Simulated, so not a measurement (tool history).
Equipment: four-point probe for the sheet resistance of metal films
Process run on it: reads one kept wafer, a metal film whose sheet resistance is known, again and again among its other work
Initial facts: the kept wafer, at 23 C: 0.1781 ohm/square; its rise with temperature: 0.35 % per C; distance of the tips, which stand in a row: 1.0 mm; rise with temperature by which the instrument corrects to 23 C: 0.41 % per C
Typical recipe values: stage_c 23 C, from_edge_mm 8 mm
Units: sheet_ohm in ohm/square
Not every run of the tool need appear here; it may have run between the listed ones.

| run | day | stage_c | from_edge_mm | sheet_ohm |
|---|---|---|---|---|
| 1 | 0 | 23 | 8 | 0.179604 |
| 2 | 0.367 | 23 | 8 | 0.179604 |
| 3 | 0.717 | 23 | 8 | 0.179716 |
| 4 | 1.483 | 23 | 4 | 0.183855 |
| 5 | 2.033 | 23 | 5 | 0.181866 |
| 6 | 2.629 | 23 | 5 | 0.181895 |
| 7 | 3.121 | 23 | 5 | 0.18185 |
| 8 | 3.558 | 23 | 5 | 0.181891 |
| 9 | 4.238 | 23 | 3 | 0.188082 |
| 10 | 4.938 | 30 | 3 | 0.187361 |
| 11 | 5.338 | 30 | 3 | 0.18737 |
| 12 | 5.879 | 30 | 3 | 0.187379 |
| 13 | 6.242 | 26 | 8 | 0.17928 |
| 14 | 6.933 | 26 | 5 | 0.181583 |

What will run 15 give?
| 15 | 7.529 | 26 | 5 | ? |

Run 15 yielded sheet_ohm 0.181529 ohm/square.
With no hidden state in the tool, this same run would have given sheet_ohm 0.181524 ohm/square.

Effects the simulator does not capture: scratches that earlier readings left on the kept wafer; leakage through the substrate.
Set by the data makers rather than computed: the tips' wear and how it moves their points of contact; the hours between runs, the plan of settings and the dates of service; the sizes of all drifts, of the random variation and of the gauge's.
